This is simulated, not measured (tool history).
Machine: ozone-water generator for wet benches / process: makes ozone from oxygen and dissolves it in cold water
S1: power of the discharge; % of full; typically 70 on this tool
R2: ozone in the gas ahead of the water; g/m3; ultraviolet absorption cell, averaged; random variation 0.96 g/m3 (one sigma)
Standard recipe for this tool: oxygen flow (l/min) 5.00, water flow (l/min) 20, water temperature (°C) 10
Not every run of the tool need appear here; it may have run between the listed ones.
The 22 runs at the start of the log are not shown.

Run 23, hour 768.5: usual settings but S1 80 % of full, oxygen flow (l/min) 4.01. Result: dissolved ozone (ppm) 20.3, R2 201.1 g/m3.
Run 24, hour 798.7: usual settings but S1 63 % of full, oxygen flow (l/min) 7.34, water flow (l/min) 22, water temperature (°C) 12. Result: dissolved ozone (ppm) 15.4, R2 118.9 g/m3.
Run 25, hour 846.2: usual settings but S1 56 % of full, oxygen flow (l/min) 7.10, water flow (l/min) 12, water temperature (°C) 12. Result: dissolved ozone (ppm) 21.4, R2 107.2 g/m3.
Run 26, hour 884.0: usual settings but S1 56 % of full, oxygen flow (l/min) 7.10, water flow (l/min) 12, water temperature (°C) 12. Result: dissolved ozone (ppm) 21.5, R2 109.4 g/m3.
Run 27, hour 919.9: usual settings but oxygen flow (l/min) 2.55, water temperature (°C) 5. Result: dissolved ozone (ppm) 17.5, R2 235.0 g/m3.
Run 28, hour 940.4: usual settings but S1 42 % of full, oxygen flow (l/min) 4.32, water flow (l/min) 21, water temperature (°C) 5. Result: dissolved ozone (ppm) 12.0, R2 113.6 g/m3.
Run 29, hour 961.4: usual settings but S1 94 % of full, oxygen flow (l/min) 4.32, water flow (l/min) 12, water temperature (°C) 5. Result: dissolved ozone (ppm) 38.3, R2 224.7 g/m3.
Run 30, hour 991.7: usual settings but S1 41 % of full, oxygen flow (l/min) 3.95, water flow (l/min) 26, water temperature (°C) 7. Result: dissolved ozone (ppm) 8.9, R2 116.2 g/m3.
Run 31, hour 1040.5: usual settings but S1 41 % of full, oxygen flow (l/min) 3.95, water flow (l/min) 26, water temperature (°C) 7. Result: dissolved ozone (ppm) 9.2, R2 115.8 g/m3.
Run 32, hour 1079.2: usual settings but S1 85 % of full, oxygen flow (l/min) 8.71, water flow (l/min) 25, water temperature (°C) 7. Result: dissolved ozone (ppm) 18.8, R2 137.7 g/m3.

Consider 5 possible next runs. They are alternatives, not a sequence: every one starts from the tool as it was left by run 32. What does each give?
Run A, hour 1111.1: usual settings but S1 57 % of full, oxygen flow (l/min) 5.77, water temperature (°C) 7. Result: dissolved ozone (ppm) ?, R2 ?.
Run B, hour 1111.1: usual settings but S1 85 % of full, oxygen flow (l/min) 8.71, water flow (l/min) 13, water temperature (°C) 7. Result: dissolved ozone (ppm) ?, R2 ?.
Run C, hour 1111.1: usual settings but S1 67 % of full, oxygen flow (l/min) 4.44, water flow (l/min) 25, water temperature (°C) 7. Result: dissolved ozone (ppm) ?, R2 ?.
Run D, hour 1111.1: usual settings but S1 93 % of full, oxygen flow (l/min) 8.40, water flow (l/min) 19, water temperature (°C) 7. Result: dissolved ozone (ppm) ?, R2 ?.
Run E, hour 1111.1: usual settings but S1 54 % of full, water flow (l/min) 16. Result: dissolved ozone (ppm) ?, R2 ?.

run  dissolved ozone (ppm)     R2
  A                   16.1  124.0
  B                   30.9  137.8
  C                   14.5  166.4
  D                   25.1  150.9
  E                   17.9  127.7
With no hidden state in the tool, these same runs would have given:
run  dissolved ozone (ppm)     R2
  A                   17.8  126.4
  B                   33.8  141.6
  C                   16.2  170.1
  D                   27.9  155.3
  E                   19.5  130.0

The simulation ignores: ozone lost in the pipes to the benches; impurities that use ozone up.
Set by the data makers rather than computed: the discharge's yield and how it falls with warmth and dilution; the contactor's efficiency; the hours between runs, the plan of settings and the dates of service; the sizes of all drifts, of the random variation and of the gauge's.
